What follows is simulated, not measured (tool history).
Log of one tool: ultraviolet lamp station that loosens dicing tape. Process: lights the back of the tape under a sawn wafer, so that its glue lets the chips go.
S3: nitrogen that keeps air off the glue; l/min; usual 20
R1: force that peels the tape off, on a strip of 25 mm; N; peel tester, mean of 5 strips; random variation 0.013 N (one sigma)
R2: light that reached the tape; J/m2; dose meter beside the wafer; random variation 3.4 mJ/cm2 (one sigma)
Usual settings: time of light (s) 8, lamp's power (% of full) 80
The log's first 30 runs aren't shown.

Run 31, hour 239.7: usual settings but lamp's power (% of full) 86, S3 7 l/min. Result: R1 1.435 N, R2 4750 J/m2.
Run 32, hour 246.4: usual settings but lamp's power (% of full) 86, S3 7 l/min. Result: R1 1.47 N, R2 4770 J/m2.
Run 33, hour 251.9: usual settings but time of light (s) 9, lamp's power (% of full) 72, S3 7 l/min. Result: R1 1.595 N, R2 4450 J/m2.
At hour 254.5: window cleaned of glue's vapour, once more.
Run 34, hour 258.3: usual settings but time of light (s) 16, lamp's power (% of full) 88, S3 7 l/min. Result: R1 0.266 N, R2 10660 J/m2.
Run 35, hour 268.6: usual settings but time of light (s) 16, lamp's power (% of full) 88, S3 7 l/min. Result: R1 0.254 N, R2 10670 J/m2.
Run 36, hour 277.7: usual settings but time of light (s) 16, lamp's power (% of full) 88, S3 7 l/min. Result: R1 0.264 N, R2 10620 J/m2.
Run 37, hour 285: usual settings but time of light (s) 16, lamp's power (% of full) 88, S3 7 l/min. Result: R1 0.256 N, R2 10540 J/m2.
Run 38, hour 291.4: usual settings but time of light (s) 5, lamp's power (% of full) 75. Result: R1 2.087 N, R2 2810 J/m2.
Run 39, hour 301.6: usual settings but lamp's power (% of full) 88, S3 13 l/min. Result: R1 0.833 N, R2 5280 J/m2.
Run 40, hour 311: usual settings but time of light (s) 12, lamp's power (% of full) 64, S3 31 l/min. Result: R1 0.418 N, R2 5720 J/m2.

Forecast run 41:
Run 41, hour 322.1: usual settings but time of light (s) 14, lamp's power (% of full) 61, S3 14 l/min. Result: R1 ?, R2 ?.

{"run 41": {"R1": 0.521, "R2": 6300}}
Without the tool's hidden state the same run would have given R1 0.39 N, R2 7140 J/m2.
